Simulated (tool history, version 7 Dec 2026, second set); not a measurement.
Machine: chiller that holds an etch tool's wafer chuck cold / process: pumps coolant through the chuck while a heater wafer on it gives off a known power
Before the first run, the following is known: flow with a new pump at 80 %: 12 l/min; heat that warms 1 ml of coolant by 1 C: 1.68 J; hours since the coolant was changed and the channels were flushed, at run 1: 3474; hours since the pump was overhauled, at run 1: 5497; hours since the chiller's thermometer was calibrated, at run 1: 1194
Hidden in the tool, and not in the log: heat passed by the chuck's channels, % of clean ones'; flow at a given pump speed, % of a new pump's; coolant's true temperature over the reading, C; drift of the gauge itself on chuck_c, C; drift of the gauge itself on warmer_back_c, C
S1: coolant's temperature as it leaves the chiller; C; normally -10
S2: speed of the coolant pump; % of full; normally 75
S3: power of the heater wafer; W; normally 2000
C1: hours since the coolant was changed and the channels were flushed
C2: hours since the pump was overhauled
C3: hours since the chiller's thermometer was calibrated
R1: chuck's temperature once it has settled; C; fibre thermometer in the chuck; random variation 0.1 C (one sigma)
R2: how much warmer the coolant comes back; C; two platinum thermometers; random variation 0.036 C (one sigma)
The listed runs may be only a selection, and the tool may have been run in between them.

run,hour,S1,S2,S3,C1,C2,C3,R1,R2
1,0,-10,75,2000,3474,5497,1194,16.8,6.36
2,137.6,-10,75,2863,3611,5635,1331,28.6,9.15
3,270.1,-3,75,2000,3744,5767,1464,23.9,6.39
4,389.5,-3,75,2000,3863,5886,1583,23.9,6.44
5,464.5,-3,75,2000,3938,5962,1658,23.9,6.43
6,550.6,-3,75,2000,4024,6048,1744,23.8,6.47
7,658.7,-10,75,2000,4132,6156,1852,16.9,6.41
8,792.8,-10,75,2000,4266,6290,1986,16.8,6.5
9,895.6,-10,75,2000,4369,6393,2089,16.8,6.42
10,1017.9,-10,75,2000,4491,6515,2211,16.9,6.47
11,1082.3,-10,75,2000,4556,6579,2276,16.9,6.54
12,1168.7,-10,65,2000,4642,6666,2362,21.1,7.66
# hour 1207.4: coolant changed, channels flushed
13,1281.6,-10,68,2000,74,6773,2469,19.5,7.27
14,1366,-10,72,2000,159,6857,2554,17.9,6.74
15,1432.5,-10,72,2000,225,6924,2620,17.8,6.84
16,1559.1,-10,72,1319,352,7050,2747,8.3,4.58
17,1641.7,-9,75,2000,434,7133,2829,17.9,6.62
18,1728.6,-9,75,2000,521,7220,2916,17.8,6.58
19,1786.8,-3,94,1270,579,7278,2974,10.7,3.35
20,1865.5,-3,94,1270,658,7357,3053,10.8,3.38
# hour 1993.8: coolant pump overhauled
21,2007,-3,94,1270,795,13,3190,10.6,3.34
22,2148.5,-11,72,1661,936,155,3331,12.3,5.71
23,2277.3,-16,84,2000,1065,284,3460,8,5.88
# hour 2283.6: gauge calibrated
24,2410.6,-10,77,2000,1198,417,3593,16.2,6.24
25,2477,-9,64,1599,1265,483,3660,16.1,6.09
26,2554,-17,79,2457,1342,560,3737,14.4,7.55
27,2613.5,-17,79,2457,1401,620,3796,14.3,7.4

Predict each of these 3 candidate next runs independently; none follows another, all start after run 27:
A,2751.3,-17,98,1662,1539,757,3934,?,?
B,2751.3,-11,66,2000,1539,757,3934,?,?
C,2751.3,-17,60,2000,1539,757,3934,?,?

run,R1,R2
A,0.3,3.99
B,19.3,7.44
C,16.5,8.14
With the hidden condition removed and each run's random variation left untouched, the same runs would have given:
run,R1,R2
A,0.3,3.95
B,19.3,7.4
C,16.5,8.1
